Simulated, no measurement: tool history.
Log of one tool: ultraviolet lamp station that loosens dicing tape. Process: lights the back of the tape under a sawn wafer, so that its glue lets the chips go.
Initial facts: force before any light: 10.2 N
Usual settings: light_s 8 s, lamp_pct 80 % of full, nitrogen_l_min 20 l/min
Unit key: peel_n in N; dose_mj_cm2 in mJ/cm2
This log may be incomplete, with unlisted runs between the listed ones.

{"run": 1, "hour": 0.0, "light_s": 8, "lamp_pct": 80, "nitrogen_l_min": 20, "peel_n": 0.627, "dose_mj_cm2": 306}
{"run": 2, "hour": 17.7, "light_s": 8, "lamp_pct": 80, "nitrogen_l_min": 20, "peel_n": 0.648, "dose_mj_cm2": 305}
{"run": 3, "hour": 39.2, "light_s": 8, "lamp_pct": 91, "nitrogen_l_min": 20, "peel_n": 0.465, "dose_mj_cm2": 344}
{"run": 4, "hour": 52.3, "light_s": 8, "lamp_pct": 80, "nitrogen_l_min": 20, "peel_n": 0.656, "dose_mj_cm2": 297}
{"run": 5, "hour": 73.9, "light_s": 10, "lamp_pct": 80, "nitrogen_l_min": 20, "peel_n": 0.371, "dose_mj_cm2": 370}
{"run": 6, "hour": 91.0, "light_s": 10, "lamp_pct": 80, "nitrogen_l_min": 20, "peel_n": 0.376, "dose_mj_cm2": 371}
{"run": 7, "hour": 110.8, "light_s": 8, "lamp_pct": 80, "nitrogen_l_min": 20, "peel_n": 0.68, "dose_mj_cm2": 292}
{"run": 8, "hour": 137.0, "light_s": 8, "lamp_pct": 80, "nitrogen_l_min": 20, "peel_n": 0.686, "dose_mj_cm2": 293}
{"run": 9, "hour": 152.4, "light_s": 8, "lamp_pct": 80, "nitrogen_l_min": 28, "peel_n": 0.585, "dose_mj_cm2": 293}
{"run": 10, "hour": 172.3, "light_s": 8, "lamp_pct": 80, "nitrogen_l_min": 9, "peel_n": 1.2, "dose_mj_cm2": 292}
{"run": 11, "hour": 187.9, "light_s": 5, "lamp_pct": 60, "nitrogen_l_min": 10, "peel_n": 3.548, "dose_mj_cm2": 135}
{"run": 12, "hour": 206.9, "light_s": 9, "lamp_pct": 68, "nitrogen_l_min": 10, "peel_n": 1.22, "dose_mj_cm2": 280}
{"run": 13, "hour": 231.5, "light_s": 4, "lamp_pct": 80, "nitrogen_l_min": 8, "peel_n": 3.723, "dose_mj_cm2": 142}
{"run": 14, "hour": 252.4, "light_s": 8, "lamp_pct": 78, "nitrogen_l_min": 37, "peel_n": 0.591, "dose_mj_cm2": 277}
{"run": 15, "hour": 270.5, "light_s": 13, "lamp_pct": 100, "nitrogen_l_min": 28, "peel_n": 0.095, "dose_mj_cm2": 571}
{"run": 16, "hour": 291.4, "light_s": 8, "lamp_pct": 96, "nitrogen_l_min": 8, "peel_n": 0.905, "dose_mj_cm2": 340}
{"run": 17, "hour": 309.6, "light_s": 4, "lamp_pct": 96, "nitrogen_l_min": 7, "peel_n": 3.048, "dose_mj_cm2": 167}
{"run": 18, "hour": 328.4, "light_s": 6, "lamp_pct": 80, "nitrogen_l_min": 20, "peel_n": 1.46, "dose_mj_cm2": 209}

Run 19 comes next. What will it give?
{"run": 19, "hour": 342.8, "light_s": 5, "lamp_pct": 89, "nitrogen_l_min": 9, "peel_n": "?", "dose_mj_cm2": "?"}

For run 19 the tool returned peel_n 2.368 N, dose_mj_cm2 189 mJ/cm2.
The same run, on a tool lacking any hidden state, would have yielded peel_n 1.725 N, dose_mj_cm2 232 mJ/cm2.
